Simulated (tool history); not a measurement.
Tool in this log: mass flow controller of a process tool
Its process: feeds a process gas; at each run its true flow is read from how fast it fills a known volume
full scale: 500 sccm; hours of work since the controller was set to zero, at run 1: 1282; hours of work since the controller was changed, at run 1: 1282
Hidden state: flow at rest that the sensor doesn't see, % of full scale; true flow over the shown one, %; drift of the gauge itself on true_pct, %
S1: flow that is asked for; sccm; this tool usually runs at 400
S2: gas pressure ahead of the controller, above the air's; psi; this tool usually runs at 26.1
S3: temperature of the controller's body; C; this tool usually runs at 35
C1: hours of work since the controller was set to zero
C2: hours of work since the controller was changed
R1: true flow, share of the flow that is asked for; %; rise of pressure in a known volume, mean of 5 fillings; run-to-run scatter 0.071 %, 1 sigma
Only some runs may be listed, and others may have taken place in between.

{"run": 1, "hour": 0.0, "S1": 400, "S2": 26.1, "S3": 35, "C1": 1282, "C2": 1282, "R1": 100.65}
{"run": 2, "hour": 75.9, "S1": 400, "S2": 26.1, "S3": 35, "C1": 1312, "C2": 1312, "R1": 100.59}
{"run": 3, "hour": 118.5, "S1": 101, "S2": 26.1, "S3": 35, "C1": 1329, "C2": 1329, "R1": 99.6}
{"run": 4, "hour": 196.5, "S1": 101, "S2": 26.1, "S3": 35, "C1": 1359, "C2": 1359, "R1": 99.77}
{"run": 5, "hour": 261.7, "S1": 101, "S2": 26.1, "S3": 35, "C1": 1385, "C2": 1385, "R1": 99.72}
{"run": 6, "hour": 354.6, "S1": 400, "S2": 26.1, "S3": 35, "C1": 1421, "C2": 1421, "R1": 100.97}
{"run": 7, "hour": 418.5, "S1": 400, "S2": 26.1, "S3": 35, "C1": 1446, "C2": 1446, "R1": 101.05}
{"run": 8, "hour": 517.4, "S1": 218, "S2": 26.1, "S3": 35, "C1": 1485, "C2": 1485, "R1": 100.63}
{"run": 9, "hour": 587.5, "S1": 218, "S2": 26.1, "S3": 35, "C1": 1512, "C2": 1512, "R1": 100.64}
{"run": 10, "hour": 661.1, "S1": 400, "S2": 27.3, "S3": 35, "C1": 1541, "C2": 1541, "R1": 101.41}
{"run": 11, "hour": 747.7, "S1": 400, "S2": 26.1, "S3": 25, "C1": 1575, "C2": 1575, "R1": 100.51}
{"run": 12, "hour": 797.8, "S1": 400, "S2": 26.1, "S3": 25, "C1": 1595, "C2": 1595, "R1": 100.6}
{"run": 13, "hour": 844.7, "S1": 333, "S2": 26.1, "S3": 35, "C1": 1613, "C2": 1613, "R1": 101.35}
{"run": 14, "hour": 896.7, "S1": 333, "S2": 26.1, "S3": 35, "C1": 1634, "C2": 1634, "R1": 101.5}
{"run": 15, "hour": 946.8, "S1": 333, "S2": 26.1, "S3": 35, "C1": 1653, "C2": 1653, "R1": 101.53}
{"run": 16, "hour": 989.8, "S1": 333, "S2": 26.1, "S3": 35, "C1": 1670, "C2": 1670, "R1": 101.47}
{"run": 17, "hour": 1045.5, "S1": 333, "S2": 26.1, "S3": 35, "C1": 1692, "C2": 1692, "R1": 101.72}
{"run": 18, "hour": 1090.1, "S1": 400, "S2": 30, "S3": 35, "C1": 1709, "C2": 1709, "R1": 102.26}
{"run": 19, "hour": 1154.9, "S1": 400, "S2": 30, "S3": 35, "C1": 1735, "C2": 1735, "R1": 102.19}
{"run": 20, "hour": 1208.5, "S1": 400, "S2": 30, "S3": 35, "C1": 1756, "C2": 1756, "R1": 102.36}
{"run": 21, "hour": 1298.4, "S1": 400, "S2": 26.1, "S3": 26, "C1": 1791, "C2": 1791, "R1": 101.36}
{"run": 22, "hour": 1341.8, "S1": 400, "S2": 26.1, "S3": 26, "C1": 1808, "C2": 1808, "R1": 101.49}
{"run": 23, "hour": 1410.1, "S1": 400, "S2": 26.1, "S3": 35, "C1": 1835, "C2": 1835, "R1": 102.32}
{"run": 24, "hour": 1454.1, "S1": 85, "S2": 24.1, "S3": 30, "C1": 1852, "C2": 1852, "R1": 100.81}
{"run": 25, "hour": 1523.7, "S1": 216, "S2": 32.1, "S3": 35, "C1": 1879, "C2": 1879, "R1": 102.19}
{"run": 26, "hour": 1565.3, "S1": 216, "S2": 27.4, "S3": 35, "C1": 1895, "C2": 1895, "R1": 101.83}
{"run": 27, "hour": 1628.5, "S1": 220, "S2": 23.1, "S3": 35, "C1": 1920, "C2": 1920, "R1": 101.84}
{"run": 28, "hour": 1689.9, "S1": 62, "S2": 23.1, "S3": 29, "C1": 1944, "C2": 1944, "R1": 100.74}
{"run": 29, "hour": 1741.2, "S1": 62, "S2": 27.8, "S3": 29, "C1": 1964, "C2": 1964, "R1": 101.11}
{"run": 30, "hour": 1793.3, "S1": 282, "S2": 25.2, "S3": 29, "C1": 1985, "C2": 1985, "R1": 101.79}
{"run": 31, "hour": 1838.7, "S1": 188, "S2": 25.2, "S3": 36, "C1": 2002, "C2": 2002, "R1": 102.2}
{"run": 32, "hour": 1902.4, "S1": 286, "S2": 32.8, "S3": 29, "C1": 2027, "C2": 2027, "R1": 102.34}
{"run": 33, "hour": 1971.2, "S1": 286, "S2": 32.8, "S3": 29, "C1": 2054, "C2": 2054, "R1": 102.31}
{"run": 34, "hour": 2030.2, "S1": 89, "S2": 35.4, "S3": 35, "C1": 2077, "C2": 2077, "R1": 102.6}
{"hour": 2113.2, "done": "gauge calibrated"}
{"run": 35, "hour": 2123.1, "S1": 89, "S2": 35.4, "S3": 35, "C1": 2114, "C2": 2114, "R1": 100.07}
{"run": 36, "hour": 2177.7, "S1": 89, "S2": 35.4, "S3": 35, "C1": 2135, "C2": 2135, "R1": 99.98}
{"run": 37, "hour": 2239.3, "S1": 89, "S2": 35.4, "S3": 35, "C1": 2159, "C2": 2159, "R1": 100.19}
{"run": 38, "hour": 2293.4, "S1": 93, "S2": 26, "S3": 34, "C1": 2180, "C2": 2180, "R1": 99.58}
{"run": 39, "hour": 2392.8, "S1": 345, "S2": 23.4, "S3": 26, "C1": 2219, "C2": 2219, "R1": 99.71}
{"run": 40, "hour": 2437.4, "S1": 123, "S2": 24.4, "S3": 21, "C1": 2237, "C2": 2237, "R1": 98.53}
{"run": 41, "hour": 2536.1, "S1": 123, "S2": 24.4, "S3": 21, "C1": 2275, "C2": 2275, "R1": 98.62}
{"run": 42, "hour": 2603.7, "S1": 123, "S2": 24.4, "S3": 21, "C1": 2302, "C2": 2302, "R1": 98.65}
{"run": 43, "hour": 2681.8, "S1": 123, "S2": 24.4, "S3": 21, "C1": 2332, "C2": 2332, "R1": 98.81}
{"run": 44, "hour": 2723.6, "S1": 202, "S2": 26.1, "S3": 23, "C1": 2349, "C2": 2349, "R1": 99.48}
{"run": 45, "hour": 2766.6, "S1": 234, "S2": 39, "S3": 35, "C1": 2366, "C2": 2366, "R1": 101.3}

Alternative continuations, all from the tool just after run 45; predict every row:
{"run": "A", "hour": 2824.8, "S1": 170, "S2": 26.1, "S3": 38, "C1": 2388, "C2": 2388, "R1": "?"}
{"run": "B", "hour": 2824.8, "S1": 234, "S2": 40.3, "S3": 35, "C1": 2388, "C2": 2388, "R1": "?"}
{"run": "C", "hour": 2824.8, "S1": 185, "S2": 37.6, "S3": 32, "C1": 2388, "C2": 2388, "R1": "?"}
{"run": "D", "hour": 2824.8, "S1": 107, "S2": 29.2, "S3": 35, "C1": 2388, "C2": 2388, "R1": "?"}

run=A R1=101.01
run=B R1=101.61
run=C R1=101.04
run=D R1=100.71
The same runs, with their run-to-run variation unchanged, on a tool lacking any hidden condition would have given:
run=A R1=100.09
run=B R1=100.68
run=C R1=100.12
run=D R1=99.78
